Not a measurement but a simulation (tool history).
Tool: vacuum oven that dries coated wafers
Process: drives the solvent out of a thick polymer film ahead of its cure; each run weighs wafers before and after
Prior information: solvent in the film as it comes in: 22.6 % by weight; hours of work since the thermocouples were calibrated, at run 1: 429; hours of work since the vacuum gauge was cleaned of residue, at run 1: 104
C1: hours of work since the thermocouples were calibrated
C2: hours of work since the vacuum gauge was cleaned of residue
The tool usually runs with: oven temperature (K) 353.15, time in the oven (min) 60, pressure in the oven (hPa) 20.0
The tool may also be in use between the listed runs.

Run 1, hour 0.0: usual settings; C1 429; C2 104. Result: solvent left in the film (%) 1.96.
Run 2, hour 8.1: usual settings but oven temperature (K) 348.15; C1 432; C2 108. Result: solvent left in the film (%) 3.34.
Run 3, hour 19.6: usual settings but oven temperature (K) 348.15; C1 438; C2 113. Result: solvent left in the film (%) 3.39.
Run 4, hour 31.7: usual settings but pressure in the oven (hPa) 57.8; C1 443; C2 119. Result: solvent left in the film (%) 3.28.
Run 5, hour 38.6: usual settings but pressure in the oven (hPa) 57.8; C1 446; C2 122. Result: solvent left in the film (%) 3.30.
Run 6, hour 52.5: usual settings; C1 453; C2 128. Result: solvent left in the film (%) 2.00.
Run 7, hour 62.6: usual settings; C1 457; C2 133. Result: solvent left in the film (%) 2.01.
Run 8, hour 76.9: usual settings but time in the oven (min) 84; C1 464; C2 140. Result: solvent left in the film (%) 1.19.
Run 9, hour 83.5: usual settings but time in the oven (min) 84; C1 467; C2 143. Result: solvent left in the film (%) 1.18.
Run 10, hour 96.1: usual settings but oven temperature (K) 361.15, time in the oven (min) 67, pressure in the oven (hPa) 16.9; C1 473; C2 149. Result: solvent left in the film (%) 0.69.
Run 11, hour 108.9: usual settings but time in the oven (min) 30, pressure in the oven (hPa) 77.9; C1 479; C2 154. Result: solvent left in the film (%) 7.26.
Run 12, hour 117.3: usual settings but oven temperature (K) 344.15, time in the oven (min) 46, pressure in the oven (hPa) 12.0; C1 483; C2 158. Result: solvent left in the film (%) 6.13.
Run 13, hour 126.7: usual settings but oven temperature (K) 344.15, time in the oven (min) 46, pressure in the oven (hPa) 12.0; C1 487; C2 163. Result: solvent left in the film (%) 6.05.
At hour 129.5: oven's thermocouples calibrated.
Run 14, hour 139.4: usual settings but oven temperature (K) 349.15, time in the oven (min) 74; C1 5; C2 168. Result: solvent left in the film (%) 2.37.
Run 15, hour 149.6: usual settings but oven temperature (K) 349.15, time in the oven (min) 74; C1 9; C2 172. Result: solvent left in the film (%) 2.31.
Run 16, hour 162.7: usual settings but oven temperature (K) 349.15, time in the oven (min) 74; C1 15; C2 178. Result: solvent left in the film (%) 2.36.
Run 17, hour 175.9: usual settings but oven temperature (K) 341.15, time in the oven (min) 91, pressure in the oven (hPa) 25.8; C1 21; C2 184. Result: solvent left in the film (%) 4.07.
Run 18, hour 183.4: usual settings but oven temperature (K) 362.15, pressure in the oven (hPa) 42.7; C1 25; C2 188. Result: solvent left in the film (%) 1.37.

Hidden state or all else? Some run-to-run changes of solvent left in the film (%), split into what the settings, what came in and random variation would give without the hidden state, and what is left for the hidden state (with any gauge scatter that isn't in both results):
Hidden state at play: true wafer temperature over the reading, C; true pressure over the reading, kPa; drift of the gauge itself on solvent_pct, %.
Run 10 -> 11: oven temperature (K) 361.15 -> 353.15, time in the oven (min) 67 -> 30, pressure in the oven (hPa) 16.9 -> 77.9. solvent left in the film (%) +6.57: hidden state +0.33, all else +6.24.
Run 17 -> 18: oven temperature (K) 341.15 -> 362.15, time in the oven (min) 91 -> 60, pressure in the oven (hPa) 25.8 -> 42.7. solvent left in the film (%) -2.70: hidden state -0.36, all else -2.34.

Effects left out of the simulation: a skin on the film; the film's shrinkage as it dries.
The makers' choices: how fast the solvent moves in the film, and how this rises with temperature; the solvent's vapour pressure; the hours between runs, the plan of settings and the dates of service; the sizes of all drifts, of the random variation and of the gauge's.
